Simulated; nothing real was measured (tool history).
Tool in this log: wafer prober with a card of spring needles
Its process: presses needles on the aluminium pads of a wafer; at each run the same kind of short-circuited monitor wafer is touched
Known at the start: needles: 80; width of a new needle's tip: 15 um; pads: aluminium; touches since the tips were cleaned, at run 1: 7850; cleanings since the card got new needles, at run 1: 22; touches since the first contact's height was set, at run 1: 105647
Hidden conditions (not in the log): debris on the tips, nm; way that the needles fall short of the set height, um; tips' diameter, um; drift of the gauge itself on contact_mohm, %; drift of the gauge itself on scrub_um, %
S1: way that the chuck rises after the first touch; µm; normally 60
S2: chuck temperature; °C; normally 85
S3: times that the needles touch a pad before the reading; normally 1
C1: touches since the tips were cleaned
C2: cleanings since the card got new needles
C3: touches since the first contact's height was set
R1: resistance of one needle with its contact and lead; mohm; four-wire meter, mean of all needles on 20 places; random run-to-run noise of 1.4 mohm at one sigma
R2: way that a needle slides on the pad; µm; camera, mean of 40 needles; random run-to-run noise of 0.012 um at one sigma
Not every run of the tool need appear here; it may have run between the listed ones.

run	day	S1	S2	S3	C1	C2	C3	R1	R2
1	0	60	85	1	7850	22	105647	118	13.1
# day 0.129: tips cleaned on abrasive film
# day 0.962: tips cleaned on abrasive film
2	1.129	60	26	1	1696	24	117106	111	13.08
# day 1.296: height of the first contact set anew
# day 1.879: tips cleaned on abrasive film
# day 2.696: tips cleaned on abrasive film
3	3.008	43	85	1	3201	26	17475	127	9.37
# day 3.533: tips cleaned on abrasive film
4	4.342	60	85	2	8280	27	31086	119	13.08
# day 4.442: tips cleaned on abrasive film
# day 5.321: tips cleaned on abrasive film
5	5.792	60	85	2	4814	29	45846	119	13.06
# day 6.192: tips cleaned on abrasive film
6	6.8	60	85	1	6248	30	56120	114	13.06
# day 7.021: tips cleaned on abrasive film
7	7.771	60	85	1	7690	31	66022	118	13.07
# day 7.942: tips cleaned on abrasive film
# day 8.808: tips cleaned on abrasive film
8	8.808	60	85	1	0	33	76570	118	13.04
# day 9.65: tips cleaned on abrasive film
9	10.325	60	85	1	6918	34	92038	118	13.03
# day 10.612: tips cleaned on abrasive film
10	11.288	60	85	1	6920	35	101866	118	13.03
# day 11.567: tips cleaned on abrasive film
# day 12.392: tips cleaned on abrasive film
11	12.567	60	85	1	1759	37	114867	116	13.04
# day 12.838: height of the first contact set anew
# day 13.292: tips cleaned on abrasive film
# day 14.167: tips cleaned on abrasive film
12	14.321	60	85	2	1568	39	15122	115	13.04
# day 15.138: tips cleaned on abrasive film
# day 16.112: tips cleaned on abrasive film
13	16.212	44	85	1	1002	41	34407	123	9.52
# day 16.933: tips cleaned on abrasive film
# day 17.758: tips cleaned on abrasive film
14	17.979	44	85	1	2249	43	52403	124	9.55
# day 18.621: tips cleaned on abrasive film
15	19.029	44	85	1	4202	44	63149	124	9.53
# day 19.538: tips cleaned on abrasive film
16	20.142	44	85	1	6216	45	74495	125	9.55
# day 20.475: tips cleaned on abrasive film
# day 21.429: tips cleaned on abrasive film
17	22.012	60	85	3	5986	47	93549	116	12.99
# day 22.267: tips cleaned on abrasive film
# day 23.133: tips cleaned on abrasive film
18	23.133	44	54	2	0	49	104941	118	9.54
# day 23.983: tips cleaned on abrasive film
# day 24.433: height of the first contact set anew
19	24.692	53	119	3	7100	50	2619	126	11.46
# day 24.846: tips cleaned on abrasive film
# day 25.796: gauge calibrated
# day 25.8: tips cleaned on abrasive film
20	26.542	42	119	2	7577	52	21490	131	9.15
# day 26.658: tips cleaned on abrasive film
# day 27.525: tips cleaned on abrasive film
21	27.604	42	119	2	840	54	32308	129	9.16
# day 28.388: tips cleaned on abrasive film
# day 29.288: tips cleaned on abrasive film
22	29.508	42	119	2	2248	56	51696	131	9.17
# day 30.242: tips cleaned on abrasive film
23	30.725	43	86	1	4921	57	64109	125	9.36
# day 31.121: tips cleaned on abrasive film
# day 31.942: tips cleaned on abrasive film
24	32.354	60	39	3	4254	59	80738	112	13.03
# day 32.788: tips cleaned on abrasive film
# day 33.688: tips cleaned on abrasive film
25	34.133	60	39	3	4595	61	98867	109	13.04
# day 34.533: tips cleaned on abrasive film
# day 35.4: tips cleaned on abrasive film
26	35.4	63	33	1	0	63	111758	109	13.7
# day 36.088: height of the first contact set anew
# day 36.342: tips cleaned on abrasive film
27	37.071	61	34	1	7477	64	10042	110	13.24
# day 37.158: tips cleaned on abrasive film
# day 38.004: tips cleaned on abrasive film
# day 38.862: tips cleaned on abrasive film
28	38.867	50	85	1	16	67	28305	123	10.87
# day 39.738: tips cleaned on abrasive film
29	39.938	52	107	1	2059	68	39248	124	11.32
# day 40.696: tips cleaned on abrasive film
# day 41.617: tips cleaned on abrasive film
30	41.938	52	107	1	3300	70	59649	126	11.28
# day 42.529: tips cleaned on abrasive film
31	43.088	48	85	1	5713	71	71380	122	10.41
# day 43.362: tips cleaned on abrasive film
# day 44.275: tips cleaned on abrasive film
32	44.383	72	101	1	1145	73	84573	115	15.61

Here are 3 independent what-if runs from the current tool condition. What would each one return?
# day 45.1: tips cleaned on abrasive film
A	45.362	72	101	1	2663	74	94520	?	?
# day 45.1: tips cleaned on abrasive film
B	45.362	53	51	1	2663	74	94520	?	?
# day 45.1: tips cleaned on abrasive film
C	45.362	60	85	3	2663	74	94520	?	?

run	R1	R2
A	116	15.62
B	115	11.48
C	117	13.01
Without the tool's unlogged condition, the same runs would have read:
run	R1	R2
A	116	15.73
B	115	11.56
C	117	13.1
